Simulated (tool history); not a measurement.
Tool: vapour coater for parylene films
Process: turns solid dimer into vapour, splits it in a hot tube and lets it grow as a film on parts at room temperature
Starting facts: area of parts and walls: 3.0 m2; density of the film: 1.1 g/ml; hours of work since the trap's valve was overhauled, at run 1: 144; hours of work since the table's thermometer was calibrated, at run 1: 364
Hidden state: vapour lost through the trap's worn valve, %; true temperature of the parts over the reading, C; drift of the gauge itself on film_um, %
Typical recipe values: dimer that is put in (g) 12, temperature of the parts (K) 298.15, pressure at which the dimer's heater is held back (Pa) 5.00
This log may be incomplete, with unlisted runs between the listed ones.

run	hour	dimer that is put in (g)	temperature of the parts (K)	pressure at which the dimer's heater is held back (Pa)	hours of work since the trap's valve was overhauled	hours of work since the table's thermometer was calibrated	thickness of the film (µm)
1	0.0	12	298.15	5.00	144	364	1.74
2	32.0	12	298.15	5.00	165	386	1.71
3	52.5	12	298.15	11.48	178	399	1.72
4	69.7	12	298.15	5.00	190	411	1.77
5	92.5	12	298.15	5.00	205	426	1.75
6	118.4	12	298.15	5.00	222	443	1.74
7	143.0	12	301.15	5.00	239	459	1.60
8	176.0	12	301.15	5.00	260	481	1.60
9	190.8	12	298.15	2.85	270	491	1.80
10	226.8	12	298.15	2.85	294	515	1.82
11	247.4	12	298.15	2.85	308	529	1.82
12	267.7	12	298.15	6.83	321	542	1.74
13	287.1	12	298.15	6.83	334	555	1.71
14	315.2	12	298.15	3.22	353	574	1.82
15	347.3	12	298.15	3.22	374	595	1.78
16	381.3	12	298.15	3.22	397	617	1.78
17	413.1	12	298.15	3.22	418	639	1.80
18	439.2	12	298.15	3.22	435	656	1.82
# hour 457.4: trap's valve overhauled
19	464.4	12	298.15	3.22	5	670	1.82
20	485.2	12	298.15	5.00	18	684	1.76
21	519.3	12	298.15	5.00	41	706	1.74
22	548.9	12	298.15	5.00	61	726	1.78
23	565.3	12	298.15	5.00	72	737	1.76
24	601.6	12	298.15	5.00	96	761	1.75
25	622.4	12	304.15	8.43	110	775	1.44
26	646.0	18	304.15	2.15	125	790	2.33
27	680.5	6	295.15	4.18	148	813	0.97
28	716.6	6	298.15	6.77	172	837	0.87
29	735.1	12	298.15	6.77	184	850	1.71
30	751.5	12	298.15	6.77	195	860	1.70
31	787.6	12	298.15	6.77	219	884	1.71
32	816.3	12	298.15	6.77	238	903	1.74
33	831.7	12	302.15	2.90	248	914	1.62
34	859.0	6	298.15	4.49	266	932	0.89
35	892.9	8	305.15	3.50	289	954	0.97
36	909.1	8	305.15	5.22	300	965	0.98
37	939.7	11	302.15	8.93	320	985	1.40
38	974.1	9	299.15	4.22	343	1008	1.29
39	995.6	6	295.15	9.74	357	1022	0.91
40	1013.6	6	295.15	9.74	369	1034	0.91
41	1047.4	6	308.15	4.43	392	1057	0.67
42	1083.7	6	308.15	4.43	416	1081	0.68
43	1118.3	6	308.15	4.43	439	1104	0.67
# hour 1132.2: trap's valve overhauled
44	1150.0	11	310.15	2.94	12	1122	1.20
# hour 1183.7: table's thermometer calibrated
45	1184.9	6	310.15	2.94	34	1	0.63
46	1211.5	6	298.15	4.71	52	18	0.86
47	1229.9	12	292.15	5.54	64	31	2.08

Alternative continuations, all from the tool just after run 47; predict every row:
A	1248.5	13	302.15	5.00	76	43	?
B	1248.5	12	298.15	5.12	76	43	?
C	1248.5	6	301.15	3.80	76	43	?

run	thickness of the film (µm)
A	1.70
B	1.69
C	0.82
With no hidden state in the tool, these same runs would have given:
run	thickness of the film (µm)
A	1.70
B	1.69
C	0.82

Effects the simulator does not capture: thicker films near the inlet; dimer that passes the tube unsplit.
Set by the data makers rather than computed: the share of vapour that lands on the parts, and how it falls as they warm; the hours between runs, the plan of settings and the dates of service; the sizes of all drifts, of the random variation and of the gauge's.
